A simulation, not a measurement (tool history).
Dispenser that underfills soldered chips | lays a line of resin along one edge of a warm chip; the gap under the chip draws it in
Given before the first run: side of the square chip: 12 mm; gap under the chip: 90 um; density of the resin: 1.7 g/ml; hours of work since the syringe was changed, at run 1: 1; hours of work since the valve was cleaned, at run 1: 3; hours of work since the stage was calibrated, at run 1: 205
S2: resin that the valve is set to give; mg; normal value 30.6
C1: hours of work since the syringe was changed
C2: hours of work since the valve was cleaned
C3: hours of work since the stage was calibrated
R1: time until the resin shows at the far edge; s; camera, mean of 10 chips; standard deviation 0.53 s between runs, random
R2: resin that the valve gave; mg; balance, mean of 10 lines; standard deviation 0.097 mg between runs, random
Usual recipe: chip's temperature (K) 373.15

Run 1, day 0.000: usual settings; C1 1; C2 3; C3 205. Result: R1 48.7 s, R2 30.35 mg.
Run 2, day 0.275: usual settings; C1 5; C2 8; C3 210. Result: R1 69.3 s, R2 30.35 mg.
At day 0.583: new syringe of resin.
Run 3, day 0.588: usual settings but S2 34.3 mg; C1 0; C2 13; C3 215. Result: R1 45.3 s, R2 33.91 mg.
Run 4, day 0.838: usual settings; C1 4; C2 18; C3 220. Result: R1 63.8 s, R2 30.17 mg.
At day 1.196: new syringe of resin.
Run 5, day 1.196: usual settings; C1 0; C2 24; C3 226. Result: R1 47.3 s, R2 30.22 mg.
Run 6, day 1.350: usual settings; C1 3; C2 26; C3 228. Result: R1 57.3 s, R2 30.20 mg.
Run 7, day 1.621: usual settings; C1 7; C2 31; C3 233. Result: R1 82.9 s, R2 30.14 mg.
At day 1.817: new syringe of resin.
Run 8, day 1.817: usual settings but S2 35.8 mg; C1 0; C2 34; C3 236. Result: R1 44.3 s, R2 35.11 mg.
Run 9, day 2.167: usual settings but S2 35.8 mg; C1 6; C2 40; C3 242. Result: R1 70.9 s, R2 35.13 mg.
At day 2.446: new syringe of resin.
Run 10, day 2.525: usual settings; C1 1; C2 46; C3 248. Result: R1 50.1 s, R2 30.07 mg.
Run 11, day 2.808: usual settings; C1 6; C2 51; C3 253. Result: R1 72.5 s, R2 29.85 mg.
Run 12, day 3.029: usual settings; C1 10; C2 55; C3 257. Result: R1 98.1 s, R2 29.84 mg.
At day 3.071: new syringe of resin.
At day 3.288: dispensing valve cleaned and set on the balance.
Run 13, day 3.362: usual settings; C1 4; C2 1; C3 262. Result: R1 64.5 s, R2 30.56 mg.
Run 14, day 3.612: usual settings; C1 9; C2 6; C3 266. Result: R1 87.1 s, R2 30.72 mg.
At day 3.742: new syringe of resin.
Run 15, day 3.879: usual settings; C1 2; C2 10; C3 271. Result: R1 56.6 s, R2 30.53 mg.
Run 16, day 4.117: usual settings; C1 7; C2 14; C3 275. Result: R1 75.7 s, R2 30.50 mg.
Run 17, day 4.329: usual settings but S2 26.5 mg; C1 10; C2 18; C3 278. Result: R1 104.2 s, R2 26.43 mg.
At day 4.367: new syringe of resin.
Run 18, day 4.571: usual settings but chip's temperature (K) 383.15; C1 3; C2 22; C3 282. Result: R1 39.5 s, R2 30.38 mg.
Run 19, day 4.742: usual settings but chip's temperature (K) 362.15, S2 33.2 mg; C1 6; C2 25; C3 285. Result: R1 123.0 s, R2 32.88 mg.
At day 4.996: new syringe of resin.
Run 20, day 5.008: usual settings but chip's temperature (K) 385.15, S2 32.6 mg; C1 0; C2 29; C3 290. Result: R1 27.8 s, R2 32.40 mg.
Run 21, day 5.283: usual settings but chip's temperature (K) 385.15, S2 32.6 mg; C1 5; C2 34; C3 294. Result: R1 39.1 s, R2 32.24 mg.
Run 22, day 5.475: usual settings but chip's temperature (K) 375.15, S2 32.9 mg; C1 8; C2 37; C3 298. Result: R1 78.1 s, R2 32.63 mg.
At day 5.625: new syringe of resin.
Run 23, day 5.854: usual settings but chip's temperature (K) 375.15, S2 31.3 mg; C1 4; C2 44; C3 304. Result: R1 57.0 s, R2 30.88 mg.
Run 24, day 6.096: usual settings but chip's temperature (K) 371.15, S2 30.1 mg; C1 8; C2 48; C3 308. Result: R1 92.4 s, R2 29.58 mg.
At day 6.233: new syringe of resin.
Run 25, day 6.375: usual settings but chip's temperature (K) 363.15; C1 2; C2 52; C3 313. Result: R1 90.2 s, R2 30.10 mg.
Run 26, day 6.692: usual settings but chip's temperature (K) 363.15; C1 8; C2 58; C3 318. Result: R1 134.1 s, R2 30.00 mg.
At day 6.783: dispensing valve cleaned and set on the balance.
At day 6.888: new syringe of resin.
Run 27, day 7.088: usual settings but chip's temperature (K) 374.15, S2 29.3 mg; C1 3; C2 5; C3 324. Result: R1 57.7 s, R2 29.34 mg.
Run 28, day 7.404: usual settings but chip's temperature (K) 378.15, S2 38.2 mg; C1 9; C2 11; C3 330. Result: R1 69.2 s, R2 37.82 mg.
At day 7.508: new syringe of resin.
Run 29, day 7.708: usual settings but chip's temperature (K) 362.15, S2 33.8 mg; C1 3; C2 16; C3 335. Result: R1 95.5 s, R2 33.65 mg.
Run 30, day 7.988: usual settings but chip's temperature (K) 362.15, S2 39.1 mg; C1 8; C2 20; C3 340. Result: R1 137.0 s, R2 38.97 mg.
At day 8.129: new syringe of resin.
Run 31, day 8.233: usual settings but chip's temperature (K) 362.15, S2 39.1 mg; C1 2; C2 24; C3 344. Result: R1 83.2 s, R2 38.84 mg.
Run 32, day 8.562: usual settings but chip's temperature (K) 382.15, S2 34.7 mg; C1 8; C2 30; C3 350. Result: R1 53.6 s, R2 34.46 mg.
At day 8.758: new syringe of resin.
Run 33, day 8.921: usual settings but chip's temperature (K) 368.15, S2 34.6 mg; C1 3; C2 36; C3 356. Result: R1 71.1 s, R2 34.27 mg.
Run 34, day 9.154: usual settings but chip's temperature (K) 372.15, S2 37.2 mg; C1 7; C2 40; C3 360. Result: R1 81.3 s, R2 36.53 mg.
Run 35, day 9.312: usual settings but chip's temperature (K) 368.15, S2 37.2 mg; C1 10; C2 43; C3 362. Result: R1 118.9 s, R2 36.51 mg.
At day 9.367: new syringe of resin.
Run 36, day 9.554: usual settings but chip's temperature (K) 376.15, S2 35.3 mg; C1 3; C2 47; C3 366. Result: R1 50.6 s, R2 34.73 mg.

Per-run results on a tool with no hidden state, each run keeping its own random variation:
What the log doesn't record here: resin's viscosity, % of fresh resin's; dose that the valve gives, % of what is set; true chip temperature over the reading, C; drift of the gauge itself on fill_s, %; drift of the gauge itself on given_mg, %.
run    R1     R2
  1  45.0  30.51
  2  44.5  30.56
  3  43.1  34.20
  4  44.0  30.46
  5  44.7  30.58
  6  44.4  30.58
  7  45.3  30.56
  8  42.7  35.65
  9  43.5  35.74
 10  43.6  30.65
 11  43.8  30.48
 12  44.4  30.50
 13  45.0  30.55
 14  44.3  30.75
 15  44.8  30.60
 16  44.0  30.61
 17  46.0  26.56
 18  28.7  30.56
 19  71.5  33.11
 20  26.4  32.68
 21  25.9  32.56
 22  40.1  32.99
 23  40.5  31.28
 24  47.4  30.01
 25  71.1  30.59
 26  70.3  30.54
 27  42.8  29.40
 28  34.1  37.98
 29  70.9  33.84
 30  70.9  39.26
 31  69.0  39.18
 32  29.0  34.82
 33  53.0  34.70
 34  44.9  37.04
 35  53.2  37.05
 36  37.8  35.30
